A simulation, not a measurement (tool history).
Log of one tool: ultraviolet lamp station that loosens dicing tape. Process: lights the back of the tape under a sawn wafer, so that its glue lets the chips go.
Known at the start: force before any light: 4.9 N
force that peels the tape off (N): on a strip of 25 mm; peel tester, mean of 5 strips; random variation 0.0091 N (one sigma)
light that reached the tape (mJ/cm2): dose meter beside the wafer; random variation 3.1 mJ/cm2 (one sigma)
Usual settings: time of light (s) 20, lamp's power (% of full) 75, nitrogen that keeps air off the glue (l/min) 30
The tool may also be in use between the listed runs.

run	day	time of light (s)	lamp's power (% of full)	nitrogen that keeps air off the glue (l/min)	force that peels the tape off (N)	light that reached the tape (mJ/cm2)
1	0.000	20	75	30	0.372	457
2	0.546	20	75	30	0.391	464
3	1.071	20	75	54	0.284	459
4	1.500	23	75	54	0.210	530
5	1.983	23	75	54	0.211	530
6	2.646	23	75	54	0.201	526
7	3.333	23	75	16	0.427	534
8	3.808	23	75	16	0.432	532
9	4.350	23	75	16	0.427	531
10	4.754	36	64	16	0.213	702
11	5.204	11	79	30	1.063	267
12	5.933	35	75	13	0.204	798
13	6.558	39	75	26	0.113	902
14	6.983	26	75	30	0.220	604
15	7.438	39	83	30	0.101	996
# day 7.500: window cleaned of glue's vapour
16	7.975	12	86	42	0.684	314
17	8.346	12	89	25	0.827	327

5 ways to go on from here, each from the tool as it stands after run 17. What would each give?
A	8.717	37	76	30	?	?
B	8.717	20	65	24	?	?
C	8.717	19	69	20	?	?
D	8.717	20	75	12	?	?
E	8.717	12	94	34	?	?

run	force that peels the tape off (N)	light that reached the tape (mJ/cm2)
A	0.121	861
B	0.575	399
C	0.644	400
D	0.669	463
E	0.622	346
Without the tool's hidden state the same runs would have given:
run	force that peels the tape off (N)	light that reached the tape (mJ/cm2)
A	0.121	863
B	0.573	400
C	0.641	401
D	0.666	464
E	0.620	347
